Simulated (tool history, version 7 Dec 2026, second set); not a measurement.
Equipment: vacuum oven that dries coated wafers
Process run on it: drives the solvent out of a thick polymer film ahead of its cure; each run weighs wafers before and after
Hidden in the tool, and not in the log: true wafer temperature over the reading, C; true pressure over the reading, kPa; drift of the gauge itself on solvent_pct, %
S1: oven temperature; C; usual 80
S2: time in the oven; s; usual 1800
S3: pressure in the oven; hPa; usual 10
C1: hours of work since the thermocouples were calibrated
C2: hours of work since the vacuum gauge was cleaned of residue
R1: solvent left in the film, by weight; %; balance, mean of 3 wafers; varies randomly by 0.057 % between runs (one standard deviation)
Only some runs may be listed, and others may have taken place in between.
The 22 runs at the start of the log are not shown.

{"day": 31.479, "done": "oven's thermocouples calibrated"}
{"run": 23, "day": 31.708, "S1": 80, "S2": 1800, "S3": 10, "C1": 2, "C2": 1126, "R1": 2.72}
{"run": 24, "day": 32.588, "S1": 90, "S2": 2880, "S3": 9.8, "C1": 11, "C2": 1135, "R1": 0.56}
{"run": 25, "day": 33.533, "S1": 80, "S2": 1980, "S3": 11.2, "C1": 21, "C2": 1144, "R1": 2.51}
{"run": 26, "day": 34.421, "S1": 80, "S2": 1980, "S3": 24.8, "C1": 30, "C2": 1153, "R1": 3.08}
{"run": 27, "day": 36.388, "S1": 86, "S2": 1800, "S3": 27.2, "C1": 50, "C2": 1173, "R1": 2.22}
{"run": 28, "day": 37.8, "S1": 86, "S2": 1800, "S3": 27.2, "C1": 64, "C2": 1188, "R1": 2.45}
{"run": 29, "day": 39.396, "S1": 94, "S2": 1800, "S3": 10, "C1": 80, "C2": 1204, "R1": 0.58}
{"run": 30, "day": 40.425, "S1": 80, "S2": 1020, "S3": 10, "C1": 91, "C2": 1214, "R1": 5.04}
{"run": 31, "day": 41.738, "S1": 68, "S2": 3240, "S3": 16.1, "C1": 104, "C2": 1228, "R1": 4.15}
{"run": 32, "day": 42.7, "S1": 80, "S2": 2580, "S3": 29.8, "C1": 114, "C2": 1237, "R1": 2.71}
{"run": 33, "day": 43.621, "S1": 70, "S2": 1200, "S3": 29.8, "C1": 123, "C2": 1247, "R1": 7.65}
{"run": 34, "day": 44.462, "S1": 86, "S2": 1980, "S3": 29.8, "C1": 132, "C2": 1255, "R1": 2.24}
{"run": 35, "day": 45.421, "S1": 86, "S2": 1980, "S3": 29.8, "C1": 142, "C2": 1265, "R1": 2.08}
{"run": 36, "day": 46.817, "S1": 80, "S2": 1680, "S3": 12.7, "C1": 156, "C2": 1279, "R1": 3.09}

Run 37 has not been measured yet. What should we expect?
{"run": 37, "day": 48.112, "S1": 67, "S2": 1800, "S3": 26.4, "C1": 169, "C2": 1292, "R1": "?"}

Run 37 measured R1 7.04 %.
With no hidden state in the tool, this same run would have given R1 7.03 %.
